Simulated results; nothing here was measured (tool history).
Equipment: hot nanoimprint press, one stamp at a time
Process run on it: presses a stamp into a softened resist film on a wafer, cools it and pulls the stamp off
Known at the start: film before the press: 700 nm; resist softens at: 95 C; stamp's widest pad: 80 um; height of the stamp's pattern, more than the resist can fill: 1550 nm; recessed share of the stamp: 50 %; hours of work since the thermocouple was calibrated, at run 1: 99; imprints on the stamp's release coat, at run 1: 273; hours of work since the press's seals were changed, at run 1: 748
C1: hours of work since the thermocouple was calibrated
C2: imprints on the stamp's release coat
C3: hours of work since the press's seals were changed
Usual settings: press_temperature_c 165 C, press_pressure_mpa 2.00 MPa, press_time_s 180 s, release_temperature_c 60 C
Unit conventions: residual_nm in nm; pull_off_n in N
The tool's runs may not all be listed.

run 1 hour=0.0 | press_temperature_c=165 press_pressure_mpa=2.00 press_time_s=180 release_temperature_c=60 | C1=99 C2=273 C3=748 | residual_nm=304.4 pull_off_n=263
run 2 hour=32.4 | press_temperature_c=165 press_pressure_mpa=2.00 press_time_s=180 release_temperature_c=60 | C1=118 C2=420 C3=767 | residual_nm=301.9 pull_off_n=272
run 3 hour=53.8 | press_temperature_c=165 press_pressure_mpa=2.00 press_time_s=180 release_temperature_c=60 | C1=130 C2=517 C3=779 | residual_nm=301.4 pull_off_n=283
run 4 hour=73.8 | press_temperature_c=165 press_pressure_mpa=2.00 press_time_s=180 release_temperature_c=60 | C1=142 C2=607 C3=791 | residual_nm=299.9 pull_off_n=294
run 5 hour=88.6 | press_temperature_c=165 press_pressure_mpa=2.00 press_time_s=180 release_temperature_c=60 | C1=151 C2=674 C3=800 | residual_nm=300.5 pull_off_n=302
run 6 hour=105.5 | press_temperature_c=165 press_pressure_mpa=2.00 press_time_s=180 release_temperature_c=60 | C1=161 C2=750 C3=810 | residual_nm=299.8 pull_off_n=294
run 7 hour=137.9 | press_temperature_c=165 press_pressure_mpa=2.00 press_time_s=180 release_temperature_c=60 | C1=180 C2=897 C3=829 | residual_nm=300.7 pull_off_n=308
run 8 hour=165.9 | press_temperature_c=165 press_pressure_mpa=2.00 press_time_s=180 release_temperature_c=60 | C1=197 C2=1023 C3=846 | residual_nm=300.2 pull_off_n=312
-- hour=187.7 press's hydraulic seals changed and the load cell set to zero
run 9 hour=203.4 | press_temperature_c=165 press_pressure_mpa=2.00 press_time_s=180 release_temperature_c=60 | C1=214 C2=1156 C3=9 | residual_nm=290.9 pull_off_n=344
run 10 hour=225.1 | press_temperature_c=165 press_pressure_mpa=2.00 press_time_s=180 release_temperature_c=60 | C1=227 C2=1254 C3=22 | residual_nm=289.7 pull_off_n=342
run 11 hour=255.0 | press_temperature_c=165 press_pressure_mpa=1.36 press_time_s=180 release_temperature_c=60 | C1=245 C2=1390 C3=40 | residual_nm=354.9 pull_off_n=366
run 12 hour=277.0 | press_temperature_c=165 press_pressure_mpa=1.36 press_time_s=180 release_temperature_c=60 | C1=258 C2=1489 C3=53 | residual_nm=352.8 pull_off_n=373
run 13 hour=294.2 | press_temperature_c=165 press_pressure_mpa=2.00 press_time_s=180 release_temperature_c=60 | C1=268 C2=1567 C3=63 | residual_nm=288.3 pull_off_n=362
-- hour=299.9 plate thermocouple calibrated
run 14 hour=315.4 | press_temperature_c=165 press_pressure_mpa=2.00 press_time_s=180 release_temperature_c=60 | C1=9 C2=1649 C3=74 | residual_nm=282.5 pull_off_n=372
run 15 hour=341.2 | press_temperature_c=165 press_pressure_mpa=2.80 press_time_s=180 release_temperature_c=60 | C1=24 C2=1765 C3=89 | residual_nm=234.1 pull_off_n=395
run 16 hour=372.3 | press_temperature_c=165 press_pressure_mpa=2.80 press_time_s=180 release_temperature_c=66 | C1=43 C2=1906 C3=107 | residual_nm=233.6 pull_off_n=360
-- hour=380.4 plate thermocouple calibrated, once more
run 17 hour=407.3 | press_temperature_c=165 press_pressure_mpa=2.80 press_time_s=180 release_temperature_c=66 | C1=16 C2=2051 C3=126 | residual_nm=251.1 pull_off_n=395
run 18 hour=434.1 | press_temperature_c=165 press_pressure_mpa=2.80 press_time_s=96 release_temperature_c=50 | C1=32 C2=2171 C3=142 | residual_nm=311.5 pull_off_n=507
-- hour=467.0 stamp cleaned and given a new release coat
run 19 hour=470.7 | press_temperature_c=165 press_pressure_mpa=2.80 press_time_s=96 release_temperature_c=50 | C1=50 C2=17 C3=160 | residual_nm=307.4 pull_off_n=280
run 20 hour=492.9 | press_temperature_c=165 press_pressure_mpa=2.00 press_time_s=240 release_temperature_c=60 | C1=63 C2=117 C3=173 | residual_nm=269.5 pull_off_n=237
run 21 hour=520.3 | press_temperature_c=156 press_pressure_mpa=2.81 press_time_s=149 release_temperature_c=60 | C1=79 C2=241 C3=190 | residual_nm=375.5 pull_off_n=254
run 22 hour=550.5 | press_temperature_c=165 press_pressure_mpa=2.00 press_time_s=295 release_temperature_c=54 | C1=97 C2=377 C3=207 | residual_nm=250.9 pull_off_n=295
run 23 hour=572.7 | press_temperature_c=172 press_pressure_mpa=2.00 press_time_s=192 release_temperature_c=67 | C1=110 C2=478 C3=221 | residual_nm=225.7 pull_off_n=243
run 24 hour=589.7 | press_temperature_c=165 press_pressure_mpa=1.75 press_time_s=133 release_temperature_c=67 | C1=120 C2=555 C3=231 | residual_nm=351.3 pull_off_n=252
run 25 hour=606.1 | press_temperature_c=167 press_pressure_mpa=2.00 press_time_s=252 release_temperature_c=65 | C1=130 C2=629 C3=240 | residual_nm=243.8 pull_off_n=264
run 26 hour=632.5 | press_temperature_c=159 press_pressure_mpa=2.54 press_time_s=110 release_temperature_c=56 | C1=145 C2=748 C3=256 | residual_nm=386.9 pull_off_n=310
run 27 hour=665.1 | press_temperature_c=161 press_pressure_mpa=2.50 press_time_s=180 release_temperature_c=64 | C1=165 C2=895 C3=275 | residual_nm=303.6 pull_off_n=284
run 28 hour=685.8 | press_temperature_c=171 press_pressure_mpa=2.50 press_time_s=306 release_temperature_c=67 | C1=177 C2=989 C3=287 | residual_nm=172.1 pull_off_n=282
run 29 hour=709.4 | press_temperature_c=171 press_pressure_mpa=2.50 press_time_s=306 release_temperature_c=67 | C1=191 C2=1095 C3=301 | residual_nm=171.4 pull_off_n=299
run 30 hour=727.0 | press_temperature_c=158 press_pressure_mpa=2.00 press_time_s=180 release_temperature_c=54 | C1=201 C2=1175 C3=312 | residual_nm=378.0 pull_off_n=382
run 31 hour=759.9 | press_temperature_c=157 press_pressure_mpa=2.00 press_time_s=180 release_temperature_c=54 | C1=221 C2=1324 C3=331 | residual_nm=390.7 pull_off_n=384

Below, some changes in residual_nm between adjacent runs. For each, the amount present without the hidden state too (settings, incoming material, random variation) and the amount remaining for the hidden state with gauge scatter not shared by both compared results:
Unlogged tool condition in this case: true temperature over the reading, C; pressure that arrives at the usual setting, %; grip of the stamp's worn release coat, % over a new coat's; drift of the gauge itself on residual_nm, %; drift of the gauge itself on pull_off_n, %.
Run 8 -> 9: press's hydraulic seals changed and the load cell set to zero. residual_nm -9.3 nm: hidden state -7.6, all else -1.7.
Run 16 -> 17: plate thermocouple calibrated, once more. residual_nm +17.5 nm: hidden state +17.7, all else -0.2.
Run 25 -> 26: press_temperature_c 167 -> 159, press_pressure_mpa 2.00 -> 2.54, press_time_s 252 -> 110, release_temperature_c 65 -> 56. residual_nm +143.1 nm: hidden state -3.4, all else +146.5.
Run 27 -> 28: press_temperature_c 161 -> 171, press_time_s 180 -> 306, release_temperature_c 64 -> 67. residual_nm -131.5 nm: hidden state +3.9, all else -135.4.
Run 29 -> 30: press_temperature_c 171 -> 158, press_pressure_mpa 2.50 -> 2.00, press_time_s 306 -> 180, release_temperature_c 67 -> 54. residual_nm +206.6 nm: hidden state -7.9, all else +214.5.

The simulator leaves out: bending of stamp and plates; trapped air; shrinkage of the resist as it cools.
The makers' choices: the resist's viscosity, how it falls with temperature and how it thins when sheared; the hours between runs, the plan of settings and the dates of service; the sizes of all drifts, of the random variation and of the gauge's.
